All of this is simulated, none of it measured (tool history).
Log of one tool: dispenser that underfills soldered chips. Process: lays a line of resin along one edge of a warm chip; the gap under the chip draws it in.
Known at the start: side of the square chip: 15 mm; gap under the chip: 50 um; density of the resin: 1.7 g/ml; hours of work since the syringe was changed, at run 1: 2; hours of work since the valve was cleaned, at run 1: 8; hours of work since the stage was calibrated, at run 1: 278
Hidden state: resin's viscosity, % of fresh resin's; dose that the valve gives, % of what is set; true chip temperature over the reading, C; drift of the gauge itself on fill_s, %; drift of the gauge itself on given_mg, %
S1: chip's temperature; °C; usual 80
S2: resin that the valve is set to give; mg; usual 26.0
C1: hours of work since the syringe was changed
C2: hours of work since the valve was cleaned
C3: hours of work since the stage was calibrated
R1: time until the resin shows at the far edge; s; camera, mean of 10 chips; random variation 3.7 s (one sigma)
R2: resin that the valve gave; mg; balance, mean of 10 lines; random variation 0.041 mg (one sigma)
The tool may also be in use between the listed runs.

| run | hour | S1 | S2 | C1 | C2 | C3 | R1 | R2 |
|---|---|---|---|---|---|---|---|---|
| 1 | 0.0 | 80 | 26.0 | 2 | 8 | 278 | 402.1 | 25.88 |
|  | 7.4 | new syringe of resin |
| 2 | 8.6 | 80 | 26.0 | 1 | 13 | 283 | 364.1 | 25.87 |
| 3 | 16.7 | 84 | 26.0 | 6 | 18 | 288 | 405.1 | 25.81 |
|  | 18.7 | new syringe of resin |
| 4 | 24.3 | 84 | 26.0 | 4 | 23 | 293 | 346.9 | 25.79 |
|  | 29.6 | new syringe of resin |
| 5 | 31.1 | 84 | 26.0 | 1 | 27 | 297 | 303.1 | 25.72 |
|  | 40.5 | new syringe of resin |
| 6 | 40.8 | 90 | 26.0 | 0 | 33 | 303 | 224.0 | 25.72 |
| 7 | 47.6 | 88 | 27.7 | 5 | 38 | 308 | 302.4 | 27.38 |

The next listed run, before its measurement:
|  | 51.2 | new syringe of resin |
| 8 | 54.0 | 88 | 27.7 | 2 | 42 | 312 | ? | ? |

Run 8 gave R1 258.7 s, R2 27.23 mg.
Without the tool's hidden state the same run would have given R1 245.0 s, R2 27.64 mg.
